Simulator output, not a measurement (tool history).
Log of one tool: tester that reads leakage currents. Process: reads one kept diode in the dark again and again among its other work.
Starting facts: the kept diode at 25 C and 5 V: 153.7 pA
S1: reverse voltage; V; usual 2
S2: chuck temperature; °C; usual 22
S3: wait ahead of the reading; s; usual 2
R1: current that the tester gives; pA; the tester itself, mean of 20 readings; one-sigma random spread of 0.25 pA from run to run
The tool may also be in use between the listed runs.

{"run": 1, "hour": 0.0, "S1": 2, "S2": 22, "S3": 2, "R1": 91.13}
{"run": 2, "hour": 57.0, "S1": 2, "S2": 22, "S3": 2, "R1": 90.93}
{"run": 3, "hour": 109.8, "S1": 2, "S2": 22, "S3": 2, "R1": 91.12}
{"run": 4, "hour": 178.4, "S1": 1.48, "S2": 22, "S3": 2, "R1": 82.16}
{"run": 5, "hour": 273.3, "S1": 1.48, "S2": 22, "S3": 2, "R1": 82.07}
{"run": 6, "hour": 383.2, "S1": 2, "S2": 22, "S3": 5.09, "R1": 93.27}
{"run": 7, "hour": 481.3, "S1": 2, "S2": 22, "S3": 1.64, "R1": 93.74}
{"run": 8, "hour": 549.4, "S1": 2, "S2": 22, "S3": 2, "R1": 94.64}
{"hour": 626.1, "done": "chuck's temperature calibrated"}
{"run": 9, "hour": 627.0, "S1": 2, "S2": 22, "S3": 2, "R1": 81.33}
{"run": 10, "hour": 726.8, "S1": 2, "S2": 22, "S3": 2, "R1": 82.01}
{"run": 11, "hour": 811.9, "S1": 2, "S2": 22, "S3": 2, "R1": 82.61}
{"run": 12, "hour": 864.5, "S1": 2, "S2": 22, "S3": 0.36, "R1": 84.76}
{"run": 13, "hour": 912.7, "S1": 2, "S2": 22, "S3": 0.36, "R1": 84.62}
{"run": 14, "hour": 966.6, "S1": 2, "S2": 22, "S3": 0.36, "R1": 84.73}
{"run": 15, "hour": 1049.8, "S1": 2, "S2": 37, "S3": 2, "R1": 333.13}
{"run": 16, "hour": 1133.6, "S1": 1.43, "S2": 22, "S3": 2, "R1": 74.07}
{"run": 17, "hour": 1217.5, "S1": 2, "S2": 22, "S3": 8.24, "R1": 85.36}
{"run": 18, "hour": 1280.8, "S1": 2, "S2": 22, "S3": 8.24, "R1": 85.94}
{"run": 19, "hour": 1360.6, "S1": 2, "S2": 22, "S3": 8.24, "R1": 85.88}
{"hour": 1432.9, "done": "tester calibrated"}
{"run": 20, "hour": 1475.7, "S1": 1.09, "S2": 43, "S3": 7.64, "R1": 462.16}
{"run": 21, "hour": 1577.5, "S1": 1.09, "S2": 43, "S3": 7.64, "R1": 464.88}
{"run": 22, "hour": 1687.6, "S1": 1.09, "S2": 43, "S3": 7.64, "R1": 468.41}
{"run": 23, "hour": 1757.3, "S1": 1.88, "S2": 22, "S3": 2.15, "R1": 89.31}
{"run": 24, "hour": 1808.0, "S1": 1.15, "S2": 22, "S3": 2.15, "R1": 72.59}
{"run": 25, "hour": 1923.6, "S1": 2, "S2": 32, "S3": 2, "R1": 230.65}
{"run": 26, "hour": 1999.4, "S1": 2, "S2": 28, "S3": 9.86, "R1": 160.94}
{"run": 27, "hour": 2073.0, "S1": 18.19, "S2": 22, "S3": 2, "R1": 244.38}
{"run": 28, "hour": 2141.6, "S1": 18.19, "S2": 22, "S3": 2, "R1": 246.33}
{"run": 29, "hour": 2207.7, "S1": 2, "S2": 21, "S3": 2.44, "R1": 85.07}
{"run": 30, "hour": 2298.0, "S1": 2, "S2": 21, "S3": 2.44, "R1": 86.42}
{"run": 31, "hour": 2374.2, "S1": 2, "S2": 21, "S3": 2.44, "R1": 86.34}
{"run": 32, "hour": 2490.9, "S1": 2, "S2": 21, "S3": 2.44, "R1": 87.71}
{"hour": 2508.3, "done": "chuck's temperature calibrated"}
{"run": 33, "hour": 2591.2, "S1": 1.89, "S2": 45, "S3": 2.65, "R1": 657.22}
{"run": 34, "hour": 2695.4, "S1": 12.6, "S2": 53, "S3": 0.82, "R1": 2617.94}
{"run": 35, "hour": 2774.8, "S1": 2, "S2": 20, "S3": 1.14, "R1": 73.79}
{"run": 36, "hour": 2859.8, "S1": 6.44, "S2": 20, "S3": 1.58, "R1": 125.15}
{"run": 37, "hour": 2952.9, "S1": 6.44, "S2": 20, "S3": 1.58, "R1": 125.64}
{"run": 38, "hour": 3046.7, "S1": 6.44, "S2": 20, "S3": 1.58, "R1": 126.08}

Below, each run's measurement less what the same run would have read without the hidden state. Both values contain the same run-to-run variation, but the gauge's scatter may not be the same in both:
What the log doesn't record here: stray current of the dirty probe card, pA a volt; current scale over the true one, %; true chuck temperature over the reading, C; drift of the gauge itself on leakage_pa, %.
run=1 R1=+9.24
run=2 R1=+9.57
run=3 R1=+9.9
run=4 R1=+9.03
run=5 R1=+9.55
run=6 R1=+11.83
run=7 R1=+12.5
run=8 R1=+13.05
run=9 R1=+0.13
run=10 R1=+0.79
run=11 R1=+1.3
run=12 R1=+1.67
run=13 R1=+1.97
run=14 R1=+2.33
run=15 R1=+1.93
run=16 R1=+2.51
run=17 R1=+3.95
run=18 R1=+4.36
run=19 R1=+4.83
run=20 R1=+20.29
run=21 R1=+22.9
run=22 R1=+25.51
run=23 R1=+8.97
run=24 R1=+6.83
run=25 R1=+19.31
run=26 R1=+15.66
run=27 R1=+55.24
run=28 R1=+56.94
run=29 R1=+11.6
run=30 R1=+12.27
run=31 R1=+12.66
run=32 R1=+13.54
run=33 R1=+9.56
run=34 R1=+63.36
run=35 R1=+6.57
run=36 R1=+19.72
run=37 R1=+20.65
run=38 R1=+21.55
